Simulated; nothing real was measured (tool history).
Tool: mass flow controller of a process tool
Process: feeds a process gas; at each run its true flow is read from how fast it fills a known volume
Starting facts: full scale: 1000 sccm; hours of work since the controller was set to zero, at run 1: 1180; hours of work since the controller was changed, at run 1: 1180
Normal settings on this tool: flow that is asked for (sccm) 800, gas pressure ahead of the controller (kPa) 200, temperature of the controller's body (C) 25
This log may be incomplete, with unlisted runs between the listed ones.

run	hour	flow that is asked for (sccm)	gas pressure ahead of the controller (kPa)	temperature of the controller's body (C)	hours of work since the controller was set to zero	hours of work since the controller was changed	true flow (%)
1	0.0	800	200	25	1180	1180	98.60
2	50.4	800	200	25	1213	1213	98.37
3	129.8	113	200	25	1266	1266	94.34
4	230.6	800	200	25	1332	1332	98.42
5	309.3	800	154	25	1384	1384	98.55
6	414.3	800	200	20	1454	1454	98.52
7	517.0	800	200	20	1522	1522	98.50
8	608.0	800	200	25	1582	1582	98.20
# hour 613.8: controller's zero set anew
9	689.8	800	200	25	50	1635	98.08
10	750.7	800	200	25	91	1676	98.15
11	807.1	800	200	31	128	1713	97.71
12	865.9	800	200	28	167	1752	97.81
13	970.8	800	200	28	236	1821	97.70
14	1019.6	800	200	28	268	1853	97.68
15	1074.5	154	193	30	304	1890	93.32
16	1151.7	718	200	26	355	1941	97.45
17	1197.0	594	228	25	385	1971	96.80
# hour 1243.4: controller's zero set anew, once more
18	1292.6	639	200	25	33	2033	97.88
19	1380.3	666	170	25	90	2091	97.81
20	1463.5	666	170	25	145	2146	97.96
21	1530.0	666	170	25	189	2190	97.87
22	1618.1	666	170	25	248	2249	97.71
23	1726.8	666	170	25	319	2320	97.74
24	1797.6	666	170	25	366	2367	97.69

Below are 4 alternative next runs, each starting from the tool's condition after run 24. Predict each:
A	1881.8	633	258	26	422	2423	?
B	1881.8	756	201	23	422	2423	?
C	1881.8	196	200	29	422	2423	?
D	1881.8	800	200	29	422	2423	?

run	true flow (%)
A	97.05
B	97.87
C	95.29
D	97.82
The same runs, with their run-to-run variation unchanged, on a tool lacking any hidden condition would have given:
run	true flow (%)
A	98.44
B	99.23
C	97.01
D	99.18
